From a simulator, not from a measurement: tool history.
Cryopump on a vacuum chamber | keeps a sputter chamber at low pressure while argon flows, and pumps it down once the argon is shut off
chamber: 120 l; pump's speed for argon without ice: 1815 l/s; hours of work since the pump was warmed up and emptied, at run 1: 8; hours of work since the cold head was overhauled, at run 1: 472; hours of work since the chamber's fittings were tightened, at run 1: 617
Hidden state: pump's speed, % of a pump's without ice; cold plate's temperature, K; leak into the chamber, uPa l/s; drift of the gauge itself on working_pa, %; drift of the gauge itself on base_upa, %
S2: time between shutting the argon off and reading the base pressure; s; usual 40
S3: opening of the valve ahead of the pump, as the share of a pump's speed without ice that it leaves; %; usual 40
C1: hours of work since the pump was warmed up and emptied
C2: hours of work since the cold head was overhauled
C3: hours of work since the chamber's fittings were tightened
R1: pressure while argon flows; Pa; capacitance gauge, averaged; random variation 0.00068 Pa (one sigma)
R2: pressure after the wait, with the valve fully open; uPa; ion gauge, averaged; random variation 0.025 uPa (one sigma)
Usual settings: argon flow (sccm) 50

run 1 hour=0.0 | argon_flow_(sccm)=50 S2=40 S3=40 | C1=8 C2=472 C3=617 | R1=0.1178 R2=1.56
run 2 hour=64.7 | argon_flow_(sccm)=50 S2=40 S3=40 | C1=38 C2=503 C3=647 | R1=0.1179 R2=1.59
run 3 hour=120.4 | argon_flow_(sccm)=50 S2=40 S3=40 | C1=64 C2=529 C3=673 | R1=0.1196 R2=1.64
run 4 hour=171.2 | argon_flow_(sccm)=50 S2=40 S3=40 | C1=88 C2=553 C3=697 | R1=0.1197 R2=1.66
run 5 hour=277.0 | argon_flow_(sccm)=50 S2=40 S3=40 | C1=138 C2=602 C3=746 | R1=0.1229 R2=1.81
run 6 hour=364.2 | argon_flow_(sccm)=50 S2=40 S3=54 | C1=178 C2=643 C3=787 | R1=0.0943 R2=1.89
run 7 hour=422.5 | argon_flow_(sccm)=50 S2=40 S3=40 | C1=206 C2=670 C3=814 | R1=0.1254 R2=1.95
run 8 hour=522.5 | argon_flow_(sccm)=50 S2=40 S3=40 | C1=252 C2=717 C3=861 | R1=0.1266 R2=2.00
run 9 hour=570.9 | argon_flow_(sccm)=50 S2=88 S3=40 | C1=275 C2=739 C3=884 | R1=0.1289 R2=1.57
run 10 hour=655.8 | argon_flow_(sccm)=50 S2=40 S3=40 | C1=315 C2=779 C3=923 | R1=0.1317 R2=2.11
run 11 hour=745.4 | argon_flow_(sccm)=50 S2=40 S3=40 | C1=357 C2=821 C3=965 | R1=0.1351 R2=2.32
run 12 hour=839.2 | argon_flow_(sccm)=50 S2=40 S3=40 | C1=401 C2=865 C3=1009 | R1=0.1369 R2=2.33
-- hour=931.5 pump warmed up, emptied and cooled again
run 13 hour=933.2 | argon_flow_(sccm)=50 S2=40 S3=40 | C1=1 C2=907 C3=1051 | R1=0.1170 R2=1.92
run 14 hour=995.7 | argon_flow_(sccm)=50 S2=40 S3=40 | C1=30 C2=936 C3=1080 | R1=0.1173 R2=2.01
run 15 hour=1073.4 | argon_flow_(sccm)=50 S2=40 S3=40 | C1=66 C2=972 C3=1116 | R1=0.1185 R2=2.05
run 16 hour=1158.8 | argon_flow_(sccm)=50 S2=40 S3=40 | C1=106 C2=1012 C3=1156 | R1=0.1206 R2=2.13
run 17 hour=1264.8 | argon_flow_(sccm)=50 S2=40 S3=16 | C1=156 C2=1062 C3=1206 | R1=0.2987 R2=2.25
run 18 hour=1335.8 | argon_flow_(sccm)=50 S2=40 S3=16 | C1=189 C2=1095 C3=1239 | R1=0.2976 R2=2.31
run 19 hour=1450.2 | argon_flow_(sccm)=50 S2=40 S3=42 | C1=243 C2=1148 C3=1293 | R1=0.1219 R2=2.41
run 20 hour=1542.7 | argon_flow_(sccm)=57 S2=85 S3=20 | C1=286 C2=1192 C3=1336 | R1=0.2809 R2=2.15
run 21 hour=1612.3 | argon_flow_(sccm)=50 S2=61 S3=35 | C1=318 C2=1224 C3=1368 | R1=0.1496 R2=2.37
run 22 hour=1685.9 | argon_flow_(sccm)=50 S2=61 S3=35 | C1=353 C2=1259 C3=1403 | R1=0.1515 R2=2.48
run 23 hour=1734.8 | argon_flow_(sccm)=75 S2=40 S3=40 | C1=376 C2=1281 C3=1426 | R1=0.2048 R2=2.87
run 24 hour=1843.6 | argon_flow_(sccm)=42 S2=97 S3=40 | C1=427 C2=1332 C3=1476 | R1=0.1178 R2=2.47
-- hour=1880.2 pump warmed up, emptied and cooled again
run 25 hour=1945.6 | argon_flow_(sccm)=28 S2=74 S3=17 | C1=31 C2=1378 C3=1522 | R1=0.1548 R2=1.99
run 26 hour=2008.1 | argon_flow_(sccm)=28 S2=74 S3=17 | C1=60 C2=1407 C3=1551 | R1=0.1545 R2=2.07
run 27 hour=2114.4 | argon_flow_(sccm)=28 S2=37 S3=44 | C1=110 C2=1457 C3=1601 | R1=0.0614 R2=2.68
run 28 hour=2181.8 | argon_flow_(sccm)=24 S2=32 S3=40 | C1=141 C2=1488 C3=1632 | R1=0.0582 R2=2.84
run 29 hour=2248.4 | argon_flow_(sccm)=24 S2=32 S3=40 | C1=172 C2=1519 C3=1663 | R1=0.0605 R2=3.03
run 30 hour=2363.9 | argon_flow_(sccm)=20 S2=32 S3=40 | C1=226 C2=1573 C3=1717 | R1=0.0514 R2=3.10
run 31 hour=2449.9 | argon_flow_(sccm)=20 S2=32 S3=40 | C1=266 C2=1613 C3=1758 | R1=0.0521 R2=3.17
run 32 hour=2500.7 | argon_flow_(sccm)=20 S2=32 S3=40 | C1=290 C2=1637 C3=1781 | R1=0.0524 R2=3.23
run 33 hour=2558.8 | argon_flow_(sccm)=80 S2=46 S3=51 | C1=317 C2=1664 C3=1809 | R1=0.1712 R2=3.02
run 34 hour=2622.5 | argon_flow_(sccm)=53 S2=180 S3=33 | C1=347 C2=1694 C3=1838 | R1=0.1677 R2=2.57

Some steps in R1 between neighbouring runs. How much of each would the tool show without its hidden state too (settings, what came in, random variation), and how much is left for the hidden state, with any gauge scatter that isn't in both results?
Run 12 -> 13: pump warmed up, emptied and cooled again. R1 -0.0199 Pa: hidden state -0.0202, all else +0.0003.
Run 16 -> 17: S3 40 -> 16. R1 +0.1781 Pa: hidden state +0.0022, all else +0.1759.
Run 18 -> 19: S3 16 -> 42. R1 -0.1757 Pa: hidden state +0.0029, all else -0.1786.
Run 19 -> 20: argon flow (sccm) 50 -> 57, S2 40 -> 85, S3 42 -> 20. R1 +0.1590 Pa: hidden state +0.0044, all else +0.1546.
Run 24 -> 25: argon flow (sccm) 42 -> 28, S2 97 -> 74, S3 40 -> 17, pump warmed up, emptied and cooled again. R1 +0.0370 Pa: hidden state -0.0188, all else +0.0558.
Run 32 -> 33: argon flow (sccm) 20 -> 80, S2 32 -> 46, S3 40 -> 51. R1 +0.1188 Pa: hidden state +0.0191, all else +0.0997.
